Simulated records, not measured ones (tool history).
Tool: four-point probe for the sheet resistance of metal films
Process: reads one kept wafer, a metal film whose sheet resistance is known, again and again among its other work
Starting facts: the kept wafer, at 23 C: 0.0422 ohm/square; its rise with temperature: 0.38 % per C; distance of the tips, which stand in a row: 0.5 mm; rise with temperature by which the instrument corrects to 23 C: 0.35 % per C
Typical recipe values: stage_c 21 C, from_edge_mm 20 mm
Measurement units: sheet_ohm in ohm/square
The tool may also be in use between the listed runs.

Run 1, hour 0.0: usual settings. Result: sheet_ohm 0.042199 ohm/square.
Run 2, hour 24.6: usual settings but from_edge_mm 75 mm. Result: sheet_ohm 0.042195 ohm/square.
Run 3, hour 36.2: usual settings but from_edge_mm 12 mm. Result: sheet_ohm 0.042224 ohm/square.
Run 4, hour 47.9: usual settings but from_edge_mm 12 mm. Result: sheet_ohm 0.042221 ohm/square.
Run 5, hour 61.5: usual settings but from_edge_mm 12 mm. Result: sheet_ohm 0.042226 ohm/square.
Run 6, hour 73.3: usual settings but from_edge_mm 12 mm. Result: sheet_ohm 0.042221 ohm/square.
Run 7, hour 94.4: usual settings but from_edge_mm 12 mm. Result: sheet_ohm 0.042222 ohm/square.
Run 8, hour 112.5: usual settings. Result: sheet_ohm 0.042188 ohm/square.
Run 9, hour 131.7: usual settings. Result: sheet_ohm 0.042204 ohm/square.
Run 10, hour 151.7: usual settings. Result: sheet_ohm 0.042204 ohm/square.
Run 11, hour 172.6: usual settings. Result: sheet_ohm 0.042208 ohm/square.
Run 12, hour 186.1: usual settings. Result: sheet_ohm 0.042187 ohm/square.
Run 13, hour 208.6: usual settings. Result: sheet_ohm 0.042181 ohm/square.
Run 14, hour 219.1: usual settings. Result: sheet_ohm 0.042195 ohm/square.
Run 15, hour 239.8: usual settings. Result: sheet_ohm 0.042201 ohm/square.
Run 16, hour 251.9: usual settings. Result: sheet_ohm 0.042187 ohm/square.
Run 17, hour 275.2: usual settings. Result: sheet_ohm 0.042197 ohm/square.
Run 18, hour 290.3: usual settings. Result: sheet_ohm 0.042184 ohm/square.
Run 19, hour 314.4: usual settings but stage_c 19 C. Result: sheet_ohm 0.042172 ohm/square.
Run 20, hour 331.8: usual settings but stage_c 19 C, from_edge_mm 11 mm. Result: sheet_ohm 0.042193 ohm/square.
Run 21, hour 353.7: usual settings but from_edge_mm 40 mm. Result: sheet_ohm 0.042178 ohm/square.
Run 22, hour 367.7: usual settings but from_edge_mm 40 mm. Result: sheet_ohm 0.042173 ohm/square.
Run 23, hour 378.8: usual settings but stage_c 20 C. Result: sheet_ohm 0.042173 ohm/square.
Run 24, hour 393.3: usual settings but stage_c 20 C. Result: sheet_ohm 0.042174 ohm/square.
Run 25, hour 406.2: usual settings but stage_c 33 C, from_edge_mm 5 mm. Result: sheet_ohm 0.042519 ohm/square.
Run 26, hour 425.6: usual settings but stage_c 33 C, from_edge_mm 5 mm. Result: sheet_ohm 0.042513 ohm/square.
Run 27, hour 445.6: usual settings but stage_c 33 C, from_edge_mm 5 mm. Result: sheet_ohm 0.042516 ohm/square.
Run 28, hour 462.1: usual settings but stage_c 35 C, from_edge_mm 5 mm. Result: sheet_ohm 0.042545 ohm/square.
Run 29, hour 476.6: usual settings but stage_c 30 C, from_edge_mm 8 mm. Result: sheet_ohm 0.042357 ohm/square.
Run 30, hour 488.3: usual settings but stage_c 30 C, from_edge_mm 8 mm. Result: sheet_ohm 0.042362 ohm/square.
Run 31, hour 510.1: usual settings but stage_c 30 C, from_edge_mm 8 mm. Result: sheet_ohm 0.042352 ohm/square.
Run 32, hour 533.6: usual settings but stage_c 22 C, from_edge_mm 8 mm. Result: sheet_ohm 0.042285 ohm/square.
Run 33, hour 551.4: usual settings but stage_c 22 C, from_edge_mm 8 mm. Result: sheet_ohm 0.042272 ohm/square.
Run 34, hour 564.5: usual settings but stage_c 22 C, from_edge_mm 8 mm. Result: sheet_ohm 0.042264 ohm/square.
Run 35, hour 586.1: usual settings but stage_c 35 C. Result: sheet_ohm 0.042322 ohm/square.
Run 36, hour 602.3: usual settings but stage_c 24 C, from_edge_mm 10 mm. Result: sheet_ohm 0.042277 ohm/square.
Run 37, hour 615.0: usual settings but stage_c 23 C, from_edge_mm 32 mm. Result: sheet_ohm 0.042199 ohm/square.
Run 38, hour 633.6: usual settings but stage_c 27 C, from_edge_mm 4 mm. Result: sheet_ohm 0.042606 ohm/square.
Run 39, hour 653.3: usual settings but stage_c 27 C, from_edge_mm 38 mm. Result: sheet_ohm 0.042254 ohm/square.
Run 40, hour 667.8: usual settings but stage_c 26 C, from_edge_mm 15 mm. Result: sheet_ohm 0.042255 ohm/square.
Run 41, hour 689.1: usual settings but stage_c 18 C, from_edge_mm 15 mm. Result: sheet_ohm 0.042170 ohm/square.
Run 42, hour 704.0: usual settings but stage_c 18 C, from_edge_mm 15 mm. Result: sheet_ohm 0.042165 ohm/square.
Run 43, hour 716.3: usual settings but from_edge_mm 17 mm. Result: sheet_ohm 0.042199 ohm/square.
Run 44, hour 728.5: usual settings but from_edge_mm 17 mm. Result: sheet_ohm 0.042198 ohm/square.
Run 45, hour 753.3: usual settings but stage_c 29 C, from_edge_mm 66 mm. Result: sheet_ohm 0.042268 ohm/square.
Run 46, hour 772.1: usual settings but stage_c 26 C, from_edge_mm 24 mm. Result: sheet_ohm 0.042248 ohm/square.

Each row is a separate what-if for the run after 46, all from the same tool condition, not one after another. Results?
Run A, hour 787.3: usual settings but stage_c 22 C, from_edge_mm 4 mm. Result: sheet_ohm ?.
Run B, hour 787.3: usual settings but stage_c 24 C. Result: sheet_ohm ?.
Run C, hour 787.3: usual settings but stage_c 28 C, from_edge_mm 24 mm. Result: sheet_ohm ?.

run  sheet_ohm
  A   0.042535
  B   0.042212
  C   0.042262
Take away the tool's hidden state, keep each run's random variation, and the runs would have read:
run  sheet_ohm
  A   0.042537
  B   0.042214
  C   0.042264
